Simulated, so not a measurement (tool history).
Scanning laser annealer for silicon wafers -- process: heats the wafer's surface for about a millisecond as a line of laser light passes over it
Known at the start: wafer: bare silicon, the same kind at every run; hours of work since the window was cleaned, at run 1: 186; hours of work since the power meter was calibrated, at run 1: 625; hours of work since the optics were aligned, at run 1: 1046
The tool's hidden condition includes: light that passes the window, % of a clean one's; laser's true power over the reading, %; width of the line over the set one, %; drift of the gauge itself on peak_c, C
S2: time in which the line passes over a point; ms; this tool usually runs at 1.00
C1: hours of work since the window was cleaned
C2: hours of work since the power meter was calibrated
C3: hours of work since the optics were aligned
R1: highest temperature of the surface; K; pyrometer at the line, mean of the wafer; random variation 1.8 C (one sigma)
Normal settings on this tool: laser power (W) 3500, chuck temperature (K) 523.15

Run 1, day 0.000: usual settings; C1 186; C2 625; C3 1046. Result: R1 1217.15 K.
Run 2, day 0.500: usual settings; C1 193; C2 632; C3 1054. Result: R1 1217.15 K.
Run 3, day 1.192: usual settings; C1 203; C2 642; C3 1064. Result: R1 1215.15 K.
Run 4, day 2.212: usual settings; C1 218; C2 657; C3 1079. Result: R1 1212.15 K.
Run 5, day 2.662: usual settings; C1 225; C2 664; C3 1085. Result: R1 1214.15 K.
Run 6, day 3.729: usual settings; C1 240; C2 679; C3 1101. Result: R1 1214.15 K.
Run 7, day 4.188: usual settings but laser power (W) 3757; C1 247; C2 686; C3 1107. Result: R1 1259.15 K.
Run 8, day 5.217: usual settings; C1 262; C2 701; C3 1122. Result: R1 1210.15 K.
Run 9, day 5.767: usual settings but chuck temperature (K) 508.15; C1 270; C2 709; C3 1130. Result: R1 1196.15 K.
Run 10, day 6.275: usual settings but chuck temperature (K) 508.15; C1 277; C2 716; C3 1138. Result: R1 1197.15 K.
Run 11, day 6.804: usual settings; C1 285; C2 724; C3 1145. Result: R1 1213.15 K.
Run 12, day 7.367: usual settings; C1 293; C2 732; C3 1154. Result: R1 1210.15 K.
Run 13, day 8.267: usual settings; C1 306; C2 745; C3 1167. Result: R1 1211.15 K.
Run 14, day 8.746: usual settings but laser power (W) 3390; C1 313; C2 752; C3 1174. Result: R1 1189.15 K.
Run 15, day 9.292: usual settings but laser power (W) 3390; C1 321; C2 760; C3 1182. Result: R1 1188.15 K.
Run 16, day 10.233: usual settings; C1 335; C2 774; C3 1195. Result: R1 1209.15 K.
Run 17, day 11.138: usual settings; C1 348; C2 787; C3 1209. Result: R1 1206.15 K.
Run 18, day 11.888: usual settings; C1 359; C2 798; C3 1219. Result: R1 1206.15 K.
Run 19, day 12.788: usual settings; C1 372; C2 811; C3 1233. Result: R1 1205.15 K.
Run 20, day 13.438: usual settings but S2 1.11 ms; C1 382; C2 821; C3 1242. Result: R1 1242.15 K.
Run 21, day 14.171: usual settings but laser power (W) 3224, S2 1.01 ms; C1 392; C2 831; C3 1253. Result: R1 1161.15 K.
At day 14.496: optics aligned, line set to its width.
Run 22, day 14.821: usual settings but laser power (W) 3060, S2 1.15 ms; C1 399; C2 838; C3 5. Result: R1 1176.15 K.
Run 23, day 15.658: usual settings but S2 0.87 ms, chuck temperature (K) 505.15; C1 411; C2 850; C3 17. Result: R1 1149.15 K.
Run 24, day 16.675: usual settings but S2 0.87 ms, chuck temperature (K) 505.15; C1 426; C2 865; C3 32. Result: R1 1147.15 K.
Run 25, day 17.229: usual settings but S2 0.78 ms, chuck temperature (K) 519.15; C1 434; C2 873; C3 40. Result: R1 1130.15 K.
Run 26, day 17.967: usual settings but laser power (W) 3778, S2 0.89 ms, chuck temperature (K) 510.15; C1 445; C2 884; C3 51. Result: R1 1205.15 K.
Run 27, day 19.029: usual settings but laser power (W) 3464, S2 0.91 ms; C1 460; C2 899; C3 66. Result: R1 1171.15 K.
Run 28, day 19.929: usual settings but S2 0.72 ms; C1 473; C2 912; C3 79. Result: R1 1107.15 K.
Run 29, day 20.721: usual settings but S2 0.72 ms; C1 485; C2 924; C3 91. Result: R1 1102.15 K.
Run 30, day 21.329: usual settings but laser power (W) 3712, S2 0.89 ms, chuck temperature (K) 497.15; C1 494; C2 933; C3 100. Result: R1 1178.15 K.
Run 31, day 22.154: usual settings but laser power (W) 3695, S2 1.07 ms, chuck temperature (K) 497.15; C1 506; C2 945; C3 112. Result: R1 1238.15 K.
Run 32, day 22.683: usual settings but laser power (W) 3159, S2 0.75 ms, chuck temperature (K) 526.15; C1 513; C2 952; C3 119. Result: R1 1069.15 K.
Run 33, day 23.662: usual settings but laser power (W) 3044, S2 0.75 ms, chuck temperature (K) 526.15; C1 528; C2 967; C3 133. Result: R1 1046.15 K.
Run 34, day 24.525: usual settings but S2 1.05 ms; C1 540; C2 979; C3 146. Result: R1 1223.15 K.
Run 35, day 25.088: usual settings but laser power (W) 3607, S2 0.98 ms, chuck temperature (K) 542.15; C1 548; C2 987; C3 154. Result: R1 1236.15 K.
Run 36, day 25.867: usual settings but laser power (W) 3607, S2 0.98 ms, chuck temperature (K) 542.15; C1 560; C2 999; C3 166. Result: R1 1235.15 K.
Run 37, day 26.362: usual settings but laser power (W) 3607, S2 0.95 ms, chuck temperature (K) 493.15; C1 567; C2 1006; C3 173. Result: R1 1177.15 K.
Run 38, day 27.308: usual settings but laser power (W) 3607, S2 0.95 ms, chuck temperature (K) 493.15; C1 581; C2 1020; C3 187. Result: R1 1173.15 K.
Run 39, day 28.238: usual settings but laser power (W) 3607, S2 0.95 ms, chuck temperature (K) 562.15; C1 594; C2 1033; C3 200. Result: R1 1240.15 K.
Run 40, day 29.254: usual settings but laser power (W) 3234, S2 0.95 ms; C1 609; C2 1048; C3 215. Result: R1 1138.15 K.

Forecast each of these 5 alternatives for the next run:
Run A, day 30.158: usual settings but laser power (W) 3234, S2 0.95 ms, chuck temperature (K) 527.15; C1 622; C2 1061; C3 228. Result: R1 ?.
Run B, day 30.158: usual settings but laser power (W) 3234, S2 0.99 ms; C1 622; C2 1061; C3 228. Result: R1 ?.
Run C, day 30.158: usual settings but laser power (W) 3234, S2 0.98 ms; C1 622; C2 1061; C3 228. Result: R1 ?.
Run D, day 30.158: usual settings but S2 1.02 ms; C1 622; C2 1061; C3 228. Result: R1 ?.
Run E, day 30.158: usual settings but laser power (W) 2994, S2 0.72 ms, chuck temperature (K) 544.15; C1 622; C2 1061; C3 228. Result: R1 ?.

run       R1
  A  1144.15
  B  1149.15
  C  1146.15
  D  1205.15
  E  1043.15
Without the tool's unlogged condition, the same runs would have read:
run       R1
  A  1178.15
  B  1184.15
  C  1181.15
  D  1243.15
  E  1071.15

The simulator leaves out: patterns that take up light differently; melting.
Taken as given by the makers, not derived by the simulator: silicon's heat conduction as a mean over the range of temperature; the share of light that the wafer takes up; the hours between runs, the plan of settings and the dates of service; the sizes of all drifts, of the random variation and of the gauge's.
